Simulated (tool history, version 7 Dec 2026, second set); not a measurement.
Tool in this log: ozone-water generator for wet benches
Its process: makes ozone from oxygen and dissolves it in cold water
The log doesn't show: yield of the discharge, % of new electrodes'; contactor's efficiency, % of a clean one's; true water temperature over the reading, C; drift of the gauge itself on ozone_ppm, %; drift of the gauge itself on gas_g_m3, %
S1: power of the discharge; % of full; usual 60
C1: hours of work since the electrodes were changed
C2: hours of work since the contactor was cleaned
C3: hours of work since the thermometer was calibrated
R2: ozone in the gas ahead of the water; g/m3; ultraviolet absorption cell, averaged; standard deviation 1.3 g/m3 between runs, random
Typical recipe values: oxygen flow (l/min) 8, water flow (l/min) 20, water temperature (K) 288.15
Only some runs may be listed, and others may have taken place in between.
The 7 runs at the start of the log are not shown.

run 8 day=8.754 | S1=60 oxygen_flow_(l/min)=8 water_flow_(l/min)=20 water_temperature_(K)=288.15 | C1=1348 C2=855 C3=5228 | dissolved_ozone_(ppm)=35.1 R2=231.2
run 9 day=9.554 | S1=70 oxygen_flow_(l/min)=8 water_flow_(l/min)=20 water_temperature_(K)=288.15 | C1=1366 C2=872 C3=5246 | dissolved_ozone_(ppm)=40.3 R2=265.1
run 10 day=10.438 | S1=54 oxygen_flow_(l/min)=8 water_flow_(l/min)=20 water_temperature_(K)=288.15 | C1=1385 C2=892 C3=5265 | dissolved_ozone_(ppm)=32.1 R2=209.8
run 11 day=11.179 | S1=60 oxygen_flow_(l/min)=8 water_flow_(l/min)=20 water_temperature_(K)=288.15 | C1=1401 C2=908 C3=5281 | dissolved_ozone_(ppm)=35.1 R2=229.6
-- day=11.604 water thermometer calibrated
run 12 day=12.579 | S1=60 oxygen_flow_(l/min)=8 water_flow_(l/min)=20 water_temperature_(K)=295.15 | C1=1432 C2=938 C3=21 | dissolved_ozone_(ppm)=30.9 R2=231.4
run 13 day=14.279 | S1=60 oxygen_flow_(l/min)=10.02 water_flow_(l/min)=20 water_temperature_(K)=288.15 | C1=1469 C2=976 C3=59 | dissolved_ozone_(ppm)=33 R2=197.2
run 14 day=15.629 | S1=60 oxygen_flow_(l/min)=10.02 water_flow_(l/min)=20 water_temperature_(K)=288.15 | C1=1499 C2=1006 C3=89 | dissolved_ozone_(ppm)=32.8 R2=197.4
run 15 day=16.758 | S1=75 oxygen_flow_(l/min)=8 water_flow_(l/min)=20 water_temperature_(K)=288.15 | C1=1524 C2=1031 C3=114 | dissolved_ozone_(ppm)=42.3 R2=279.3
run 16 day=17.612 | S1=75 oxygen_flow_(l/min)=5.65 water_flow_(l/min)=20 water_temperature_(K)=288.15 | C1=1543 C2=1049 C3=132 | dissolved_ozone_(ppm)=45.4 R2=353
run 17 day=18.604 | S1=75 oxygen_flow_(l/min)=5.65 water_flow_(l/min)=20 water_temperature_(K)=288.15 | C1=1565 C2=1071 C3=154 | dissolved_ozone_(ppm)=45.3 R2=352.2
run 18 day=19.846 | S1=42 oxygen_flow_(l/min)=12.5 water_flow_(l/min)=20 water_temperature_(K)=288.15 | C1=1592 C2=1099 C3=182 | dissolved_ozone_(ppm)=22.9 R2=124.3
run 19 day=20.996 | S1=57 oxygen_flow_(l/min)=7.87 water_flow_(l/min)=15 water_temperature_(K)=292.15 | C1=1617 C2=1124 C3=207 | dissolved_ozone_(ppm)=37 R2=221.9
run 20 day=21.942 | S1=63 oxygen_flow_(l/min)=10.39 water_flow_(l/min)=29 water_temperature_(K)=288.15 | C1=1638 C2=1145 C3=228 | dissolved_ozone_(ppm)=26.3 R2=199.4

For run 21, what comes out?
run 21 day=22.867 | S1=60 oxygen_flow_(l/min)=9.44 water_flow_(l/min)=20 water_temperature_(K)=295.15 | C1=1659 C2=1165 C3=248 | dissolved_ozone_(ppm)=? R2=?

dissolved ozone (ppm): 28.9
R2: 203 g/m3
With the hidden condition absent and the run-to-run variation left alone, this run would have shown dissolved ozone (ppm) 30.6, R2 211.9 g/m3.
